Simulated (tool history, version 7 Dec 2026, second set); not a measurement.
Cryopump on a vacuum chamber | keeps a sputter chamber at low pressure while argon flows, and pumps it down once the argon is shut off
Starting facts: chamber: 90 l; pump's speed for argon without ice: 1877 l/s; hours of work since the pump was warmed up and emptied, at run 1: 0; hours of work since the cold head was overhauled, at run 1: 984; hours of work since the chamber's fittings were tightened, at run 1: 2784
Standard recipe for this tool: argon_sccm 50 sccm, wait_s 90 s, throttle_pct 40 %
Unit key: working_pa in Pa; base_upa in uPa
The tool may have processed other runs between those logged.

| run | hour | argon_sccm | wait_s | throttle_pct | hours of work since the pump was warmed up and emptied | hours of work since the cold head was overhauled | hours of work since the chamber's fittings were tightened | working_pa | base_upa |
|---|---|---|---|---|---|---|---|---|---|
| 1 | 0 | 50 | 90 | 40 | 0 | 984 | 2784 | 0.1131 | 2.2 |
| 2 | 50.5 | 50 | 90 | 40 | 39 | 1023 | 2824 | 0.1136 | 2.18 |
| 3 | 108.5 | 50 | 40 | 40 | 84 | 1068 | 2869 | 0.1138 | 2.67 |
| 4 | 160.5 | 50 | 90 | 40 | 125 | 1109 | 2909 | 0.1155 | 2.27 |
| 5 | 246.6 | 50 | 90 | 40 | 192 | 1175 | 2976 | 0.1149 | 2.33 |
| 6 | 323.8 | 50 | 90 | 40 | 251 | 1235 | 3036 | 0.1164 | 2.39 |
| 7 | 401.8 | 50 | 90 | 40 | 312 | 1296 | 3096 | 0.1173 | 2.49 |
| 8 | 453 | 50 | 90 | 40 | 352 | 1336 | 3136 | 0.1173 | 2.5 |
| 9 | 500.6 | 50 | 90 | 40 | 389 | 1373 | 3173 | 0.1177 | 2.58 |
| 10 | 580.3 | 50 | 90 | 40 | 451 | 1435 | 3235 | 0.1183 | 2.63 |
| 11 | 635.7 | 50 | 90 | 40 | 494 | 1478 | 3278 | 0.1198 | 2.74 |
| 12 | 714.5 | 50 | 90 | 40 | 555 | 1539 | 3339 | 0.1212 | 2.83 |
| 13 | 800.7 | 50 | 90 | 40 | 622 | 1606 | 3406 | 0.1213 | 2.89 |
| 14 | 882.4 | 50 | 90 | 40 | 685 | 1669 | 3470 | 0.1219 | 3 |
|  | 911.4 | leaking fittings of the chamber tightened, without venting |
| 15 | 962.3 | 50 | 90 | 40 | 746 | 1730 | 40 | 0.1239 | 0.6 |
| 16 | 1033.1 | 50 | 90 | 40 | 801 | 1785 | 95 | 0.1238 | 0.67 |
| 17 | 1113 | 50 | 90 | 40 | 863 | 1847 | 157 | 0.127 | 0.7 |
| 18 | 1188.2 | 40 | 95 | 17 | 921 | 1905 | 215 | 0.2217 | 0.74 |
|  | 1248.4 | pump warmed up, emptied and cooled again |
| 19 | 1248.4 | 27 | 140 | 44 | 0 | 1948 | 258 | 0.0553 | 0.61 |
| 20 | 1333.7 | 50 | 128 | 31 | 66 | 2014 | 324 | 0.1468 | 0.65 |
| 21 | 1399.4 | 76 | 83 | 40 | 117 | 2065 | 375 | 0.1739 | 0.84 |
| 22 | 1465.1 | 61 | 120 | 18 | 168 | 2116 | 426 | 0.3079 | 0.72 |
| 23 | 1540.4 | 55 | 241 | 54 | 227 | 2175 | 485 | 0.0953 | 0.64 |
| 24 | 1617.2 | 55 | 241 | 54 | 287 | 2235 | 544 | 0.0972 | 0.66 |
| 25 | 1673.9 | 28 | 87 | 22 | 330 | 2279 | 588 | 0.1166 | 0.96 |
| 26 | 1709 | 28 | 87 | 22 | 358 | 2306 | 616 | 0.118 | 0.95 |
| 27 | 1793.1 | 98 | 97 | 24 | 423 | 2371 | 681 | 0.384 | 1.01 |
| 28 | 1843 | 50 | 64 | 23 | 462 | 2410 | 720 | 0.2035 | 1.21 |
| 29 | 1918.8 | 73 | 47 | 18 | 521 | 2469 | 779 | 0.3791 | 1.46 |
| 30 | 1991.7 | 46 | 58 | 47 | 577 | 2525 | 835 | 0.0963 | 1.34 |
| 31 | 2049.8 | 21 | 90 | 54 | 623 | 2571 | 880 | 0.0395 | 1.21 |
| 32 | 2097.2 | 28 | 90 | 41 | 659 | 2607 | 917 | 0.0664 | 1.27 |
| 33 | 2146.1 | 35 | 90 | 20 | 697 | 2645 | 955 | 0.1662 | 1.29 |
| 34 | 2222.2 | 50 | 200 | 40 | 756 | 2704 | 1014 | 0.1242 | 1.15 |

Below are 4 alternative next runs, each starting from the tool's condition after run 34. Predict each:
| A | 2297.6 | 33 | 200 | 25 | 815 | 2763 | 1073 | ? | ? |
| B | 2297.6 | 50 | 21 | 37 | 815 | 2763 | 1073 | ? | ? |
| C | 2297.6 | 50 | 20 | 40 | 815 | 2763 | 1073 | ? | ? |
| D | 2297.6 | 61 | 62 | 21 | 815 | 2763 | 1073 | ? | ? |

| run | working_pa | base_upa |
|---|---|---|
| A | 0.1275 | 1.18 |
| B | 0.1353 | 2.67 |
| C | 0.1266 | 2.8 |
| D | 0.2773 | 1.56 |
Take away the tool's hidden state, keep each run's random variation, and the runs would have read:
| run | working_pa | base_upa |
|---|---|---|
| A | 0.1188 | 0.31 |
| B | 0.1221 | 1.81 |
| C | 0.1133 | 1.94 |
| D | 0.2611 | 0.71 |
